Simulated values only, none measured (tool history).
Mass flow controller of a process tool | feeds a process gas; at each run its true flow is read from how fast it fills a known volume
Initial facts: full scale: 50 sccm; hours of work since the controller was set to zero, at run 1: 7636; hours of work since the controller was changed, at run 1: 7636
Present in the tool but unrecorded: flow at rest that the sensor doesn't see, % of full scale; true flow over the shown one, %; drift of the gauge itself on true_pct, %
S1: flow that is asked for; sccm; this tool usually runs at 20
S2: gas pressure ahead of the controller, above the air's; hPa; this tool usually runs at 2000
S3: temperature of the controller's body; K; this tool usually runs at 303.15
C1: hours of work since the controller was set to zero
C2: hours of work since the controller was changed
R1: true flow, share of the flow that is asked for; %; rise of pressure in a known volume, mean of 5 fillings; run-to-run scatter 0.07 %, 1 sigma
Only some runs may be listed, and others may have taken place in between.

run	hour	S1	S2	S3	C1	C2	R1
1	0.0	20	2000	303.15	7636	7636	97.80
2	143.4	20	2000	303.15	7729	7729	97.63
3	436.8	20	2000	298.15	7920	7920	97.80
4	707.3	7	2000	298.15	8095	8095	97.05
5	876.4	20	1510	303.15	8205	8205	97.72
6	1046.2	20	1510	303.15	8315	8315	97.55
7	1173.1	20	1510	303.15	8397	8397	97.80
# hour 1230.5: controller's zero set anew
8	1427.4	20	2000	303.15	128	8562	97.71
9	1631.3	20	2000	294.15	260	8694	97.96
10	1771.4	20	2000	294.15	351	8785	97.98
11	1959.6	20	2000	308.15	473	8907	97.46
12	2251.5	20	1560	303.15	663	9097	97.59
13	2487.6	20	1560	303.15	816	9250	97.72
14	2750.2	20	2000	302.15	986	9421	97.76
15	2932.7	20	2000	302.15	1105	9539	97.83
16	3220.8	8	2000	302.15	1292	9726	97.02
17	3457.1	8	2000	302.15	1445	9879	96.97
18	3575.9	9	2000	302.15	1522	9956	96.99
19	3828.9	9	2000	302.15	1686	10121	97.05
20	4113.2	9	2000	302.15	1871	10305	96.99
21	4235.0	6	1820	304.15	1950	10384	96.70
22	4528.6	47	2070	302.15	2140	10575	99.67
23	4759.0	47	1990	295.15	2290	10724	99.83
24	5019.1	40	1900	304.15	2459	10893	98.92
25	5311.8	40	1900	304.15	2649	11083	98.94
26	5453.1	6	1790	306.15	2740	11175	96.75
27	5583.0	6	1790	306.15	2825	11259	96.68
28	5873.4	12	2070	301.15	3013	11447	97.12
29	6021.3	8	2000	303.15	3109	11543	96.87
30	6171.1	8	2000	303.15	3206	11641	96.82
31	6385.0	16	2000	309.15	3345	11779	97.19
32	6646.8	5	1500	295.15	3515	11949	96.85
33	6903.7	7	2000	297.15	3682	12116	97.05
34	7140.9	7	2000	297.15	3836	12270	97.11
35	7350.1	11	2000	293.15	3971	12406	97.61

Take each entry between the runs: how does the hidden state at the last listed run before it differ from the hidden state at the first listed run after it?
From run 7 to run 8: controller's zero set anew (hour 1230.5)
  flow at rest that the sensor doesn't see, % of full scale: 0.005 -> 0.001

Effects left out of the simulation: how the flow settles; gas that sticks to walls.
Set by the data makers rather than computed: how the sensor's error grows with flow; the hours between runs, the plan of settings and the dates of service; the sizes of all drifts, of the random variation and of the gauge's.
